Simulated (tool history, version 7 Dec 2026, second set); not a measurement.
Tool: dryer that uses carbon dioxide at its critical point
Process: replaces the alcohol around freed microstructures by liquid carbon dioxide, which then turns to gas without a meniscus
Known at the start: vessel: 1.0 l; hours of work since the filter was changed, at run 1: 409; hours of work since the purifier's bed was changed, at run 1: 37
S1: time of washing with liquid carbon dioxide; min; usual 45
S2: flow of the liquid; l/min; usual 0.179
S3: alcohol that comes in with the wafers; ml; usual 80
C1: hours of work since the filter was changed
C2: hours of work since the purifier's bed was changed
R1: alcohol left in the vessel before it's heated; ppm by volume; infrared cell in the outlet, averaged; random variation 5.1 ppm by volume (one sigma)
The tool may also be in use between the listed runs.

run	hour	S1	S2	S3	C1	C2	R1
1	0.0	45	0.179	80	409	37	189
2	31.7	45	0.179	80	430	58	200
3	76.9	45	0.179	80	460	88	227
4	118.0	31	0.179	80	487	116	1325
5	154.6	31	0.179	80	511	140	1351
# hour 190.1: inlet filter changed
6	209.7	31	0.179	80	13	176	744
7	267.9	31	0.179	80	52	214	776
8	327.4	44	0.179	80	91	254	185
9	359.1	44	0.179	80	112	275	195
10	390.6	44	0.179	80	133	295	208
11	441.2	45	0.147	80	166	329	422
12	472.5	45	0.212	80	187	350	136
13	524.3	45	0.212	80	221	384	143
14	572.5	45	0.212	80	253	416	155
15	623.8	45	0.212	80	287	450	170
16	662.9	45	0.212	80	313	476	188
17	721.4	29	0.212	80	352	515	843
18	773.2	29	0.212	82	386	549	893
19	818.8	45	0.179	80	416	579	338
20	864.4	45	0.179	80	447	609	347
21	914.4	45	0.179	80	480	642	379
22	946.7	45	0.179	80	501	664	397
23	975.2	32	0.179	80	520	683	1373
# hour 996.9: inlet filter changed
24	1018.1	71	0.179	80	14	710	218
25	1076.9	34	0.112	104	53	749	3998
26	1123.1	34	0.112	104	84	780	4233
27	1173.5	67	0.273	80	117	813	236
28	1230.7	45	0.132	26	155	851	439
29	1264.5	45	0.132	26	177	874	453
# hour 1278.5: purifier's bed changed
30	1320.9	66	0.186	80	213	28	5
31	1361.7	42	0.179	45	240	55	136
32	1408.3	49	0.210	55	271	86	54
33	1468.7	49	0.210	55	311	126	54
34	1511.1	39	0.123	55	339	154	1273
35	1541.1	36	0.231	55	358	174	145
36	1571.8	53	0.231	55	379	194	75
37	1600.8	53	0.231	55	398	213	80
38	1638.3	53	0.231	55	423	238	87
39	1664.1	53	0.231	55	440	255	91
40	1705.0	53	0.231	55	467	283	90
41	1744.8	53	0.231	55	493	309	99
42	1784.3	30	0.231	55	520	335	438
# hour 1808.1: inlet filter changed
43	1817.5	30	0.231	55	6	356	260
44	1874.3	45	0.146	80	44	394	402
45	1918.6	45	0.146	80	73	423	430
46	1977.4	47	0.220	33	112	462	147
47	2036.9	41	0.126	80	152	502	1210

Measured less the same run without the tool's hidden state. The same run-to-run variation is in both; the gauge's scatter may not be:
The hidden state here: flow that reaches the vessel past the clogged filter, %; alcohol in the recycled carbon dioxide, ppm; drift of the gauge itself on alcohol_ppm, %.
run	R1
1	+108
2	+121
3	+142
4	+672
5	+716
6	+86
7	+128
8	+92
9	+103
10	+114
11	+177
12	+108
13	+121
14	+134
15	+146
16	+163
17	+445
18	+490
19	+262
20	+278
21	+304
22	+324
23	+821
24	+204
25	+490
26	+623
27	+233
28	+283
29	+301
30	+5
31	+60
32	+34
33	+46
34	+480
35	+100
36	+61
37	+66
38	+76
39	+79
40	+85
41	+96
42	+300
43	+112
44	+143
45	+167
46	+137
47	+354
